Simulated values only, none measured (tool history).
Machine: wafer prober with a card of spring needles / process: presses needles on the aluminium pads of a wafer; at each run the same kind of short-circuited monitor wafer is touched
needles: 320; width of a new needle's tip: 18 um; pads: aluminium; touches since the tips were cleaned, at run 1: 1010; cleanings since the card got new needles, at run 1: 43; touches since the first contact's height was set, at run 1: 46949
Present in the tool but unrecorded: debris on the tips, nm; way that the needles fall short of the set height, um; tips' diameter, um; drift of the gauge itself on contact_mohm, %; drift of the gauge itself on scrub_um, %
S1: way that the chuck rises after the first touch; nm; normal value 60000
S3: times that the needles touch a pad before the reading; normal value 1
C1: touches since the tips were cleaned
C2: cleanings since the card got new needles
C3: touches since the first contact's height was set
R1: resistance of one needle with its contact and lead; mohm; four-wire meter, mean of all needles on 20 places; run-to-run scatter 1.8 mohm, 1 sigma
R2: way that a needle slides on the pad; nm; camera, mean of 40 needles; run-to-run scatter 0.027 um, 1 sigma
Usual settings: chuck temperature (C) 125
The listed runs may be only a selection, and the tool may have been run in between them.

run 1 day=0.000 | S1=60000 chuck_temperature_(C)=125 S3=1 | C1=1010 C2=43 C3=46949 | R1=187 R2=7950
-- day=0.292 tips cleaned on abrasive film
-- day=0.650 tips cleaned on abrasive film
-- day=0.942 tips cleaned on abrasive film
-- day=1.300 tips cleaned on abrasive film
run 2 day=1.483 | S1=60000 chuck_temperature_(C)=125 S3=1 | C1=3249 C2=47 C3=73168 | R1=190 R2=8020
-- day=1.629 tips cleaned on abrasive film
-- day=1.992 tips cleaned on abrasive film
-- day=2.350 tips cleaned on abrasive film
-- day=2.642 tips cleaned on abrasive film
-- day=3.004 tips cleaned on abrasive film
run 3 day=3.175 | S1=60000 chuck_temperature_(C)=125 S3=1 | C1=3083 C2=52 C3=103046 | R1=187 R2=8060
-- day=3.321 tips cleaned on abrasive film
-- day=3.612 tips cleaned on abrasive film
-- day=3.971 tips cleaned on abrasive film
run 4 day=4.233 | S1=60000 chuck_temperature_(C)=125 S3=1 | C1=4653 C2=55 C3=121736 | R1=190 R2=8000
-- day=4.308 tips cleaned on abrasive film
-- day=4.600 tips cleaned on abrasive film
-- day=4.958 tips cleaned on abrasive film
-- day=5.250 tips cleaned on abrasive film
-- day=5.608 tips cleaned on abrasive film
-- day=5.900 tips cleaned on abrasive film
run 5 day=5.950 | S1=60000 chuck_temperature_(C)=125 S3=3 | C1=869 C2=61 C3=151956 | R1=191 R2=8020
-- day=6.238 tips cleaned on abrasive film
-- day=6.600 tips cleaned on abrasive film
-- day=6.958 tips cleaned on abrasive film
-- day=7.250 tips cleaned on abrasive film
-- day=7.608 tips cleaned on abrasive film
-- day=7.900 tips cleaned on abrasive film
run 6 day=8.129 | S1=46000 chuck_temperature_(C)=40 S3=2 | C1=4120 C2=67 C3=190530 | R1=181 R2=6150
-- day=8.204 tips cleaned on abrasive film
-- day=8.567 tips cleaned on abrasive film
-- day=8.929 tips cleaned on abrasive film
-- day=9.288 tips cleaned on abrasive film
run 7 day=9.562 | S1=46000 chuck_temperature_(C)=74 S3=2 | C1=4919 C2=71 C3=215867 | R1=191 R2=6120
-- day=9.642 tips cleaned on abrasive film
-- day=9.938 height of the first contact set anew
-- day=10.012 tips cleaned on abrasive film
-- day=10.375 tips cleaned on abrasive film
-- day=10.733 tips cleaned on abrasive film
-- day=11.025 tips cleaned on abrasive film
-- day=11.388 tips cleaned on abrasive film
run 8 day=11.508 | S1=49000 chuck_temperature_(C)=62 S3=1 | C1=2169 C2=77 C3=27691 | R1=187 R2=6540
-- day=11.725 tips cleaned on abrasive film
-- day=12.088 tips cleaned on abrasive film
-- day=12.446 tips cleaned on abrasive film
run 9 day=12.554 | S1=78000 chuck_temperature_(C)=86 S3=1 | C1=1900 C2=80 C3=46179 | R1=170 R2=10480
-- day=12.771 tips cleaned on abrasive film
-- day=13.062 tips cleaned on abrasive film
-- day=13.421 tips cleaned on abrasive film
-- day=13.712 tips cleaned on abrasive film
-- day=14.004 tips cleaned on abrasive film
run 10 day=14.204 | S1=67000 chuck_temperature_(C)=86 S3=1 | C1=3582 C2=85 C3=75283 | R1=178 R2=8930

Entry by entry between the runs, the difference in hidden state between the last listed run before and the first listed run after:
Run 1 -> run 2: tips cleaned on abrasive film (day 0.292); tips cleaned on abrasive film (day 0.650); tips cleaned on abrasive film (day 0.942); tips cleaned on abrasive film (day 1.300)
  debris on the tips, nm: 0.1 -> 0.2
Run 2 -> run 3: tips cleaned on abrasive film (day 1.629); tips cleaned on abrasive film (day 1.992); tips cleaned on abrasive film (day 2.350); tips cleaned on abrasive film (day 2.642); tips cleaned on abrasive film (day 3.004)
  no hidden state differs between the two runs
Run 3 -> run 4: tips cleaned on abrasive film (day 3.321); tips cleaned on abrasive film (day 3.612); tips cleaned on abrasive film (day 3.971)
  no hidden state differs between the two runs
Run 4 -> run 5: tips cleaned on abrasive film (day 4.308); tips cleaned on abrasive film (day 4.600); tips cleaned on abrasive film (day 4.958); tips cleaned on abrasive film (day 5.250); tips cleaned on abrasive film (day 5.608); tips cleaned on abrasive film (day 5.900)
  debris on the tips, nm: 0.2 -> 0.1; way that the needles fall short of the set height, um: 0 -> 0.01
Run 5 -> run 6: tips cleaned on abrasive film (day 6.238); tips cleaned on abrasive film (day 6.600); tips cleaned on abrasive film (day 6.958); tips cleaned on abrasive film (day 7.250); tips cleaned on abrasive film (day 7.608); tips cleaned on abrasive film (day 7.900)
  debris on the tips, nm: 0.1 -> 0.2; tips' diameter, um: 18 -> 18.01
Run 6 -> run 7: tips cleaned on abrasive film (day 8.204); tips cleaned on abrasive film (day 8.567); tips cleaned on abrasive film (day 8.929); tips cleaned on abrasive film (day 9.288)
  no hidden state differs between the two runs
Run 7 -> run 8: tips cleaned on abrasive film (day 9.642); height of the first contact set anew (day 9.938); tips cleaned on abrasive film (day 10.012); tips cleaned on abrasive film (day 10.375); tips cleaned on abrasive film (day 10.733); tips cleaned on abrasive film (day 11.025); tips cleaned on abrasive film (day 11.388)
  way that the needles fall short of the set height, um: 0.01 -> 0
Run 8 -> run 9: tips cleaned on abrasive film (day 11.725); tips cleaned on abrasive film (day 12.088); tips cleaned on abrasive film (day 12.446)
  debris on the tips, nm: 0.2 -> 0.1
Run 9 -> run 10: tips cleaned on abrasive film (day 12.771); tips cleaned on abrasive film (day 13.062); tips cleaned on abrasive film (day 13.421); tips cleaned on abrasive film (day 13.712); tips cleaned on abrasive film (day 14.004)
  debris on the tips, nm: 0.1 -> 0.2

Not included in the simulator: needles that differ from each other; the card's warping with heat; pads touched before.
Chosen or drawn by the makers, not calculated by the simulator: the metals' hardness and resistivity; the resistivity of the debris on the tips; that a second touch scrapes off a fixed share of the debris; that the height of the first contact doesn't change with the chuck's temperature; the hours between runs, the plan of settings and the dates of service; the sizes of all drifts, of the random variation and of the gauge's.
